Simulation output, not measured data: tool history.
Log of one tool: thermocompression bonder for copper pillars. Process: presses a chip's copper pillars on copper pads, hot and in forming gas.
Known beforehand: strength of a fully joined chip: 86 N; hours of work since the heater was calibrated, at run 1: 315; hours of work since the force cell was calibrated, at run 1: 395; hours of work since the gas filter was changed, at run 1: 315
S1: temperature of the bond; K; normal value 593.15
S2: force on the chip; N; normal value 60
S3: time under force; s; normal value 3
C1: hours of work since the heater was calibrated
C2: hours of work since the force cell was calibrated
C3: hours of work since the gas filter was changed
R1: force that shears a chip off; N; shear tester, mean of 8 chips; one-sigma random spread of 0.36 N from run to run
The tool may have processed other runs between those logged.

run	hour	S1	S2	S3	C1	C2	C3	R1
1	0.0	593.15	60	3	315	395	315	44.0
2	31.1	593.15	60	3	338	417	338	43.4
3	74.0	593.15	55	3	368	448	368	41.4
# hour 97.0: forming gas filter changed
4	107.8	593.15	55	3	392	472	8	41.4
5	133.8	593.15	60	3	411	491	26	43.8
6	162.1	593.15	60	3	431	511	47	43.5
7	203.3	593.15	84	3	461	541	76	52.9
8	249.7	593.15	43	3	494	574	110	35.3
9	274.9	564.15	66	8	512	592	128	47.7
10	313.3	564.15	66	4	540	620	155	37.2
11	339.4	611.15	80	2	559	638	174	53.4
12	369.3	611.15	80	2	580	660	196	54.0
13	402.3	611.15	80	2	604	684	219	54.0
14	432.2	595.15	60	2	626	705	241	39.0

Consider 4 possible next runs. They are alternatives, not a sequence: every one starts from the tool as it was left by run 14. What does each give?
A	466.3	573.15	47	6	650	730	265	?
B	466.3	596.15	60	2	650	730	265	?
C	466.3	591.15	60	4	650	730	265	?
D	466.3	595.15	87	9	650	730	265	?

run	R1
A	38.2
B	39.3
C	47.3
D	71.4
Without the tool's hidden state the same runs would have given:
run	R1
A	38.4
B	39.4
C	47.4
D	71.5
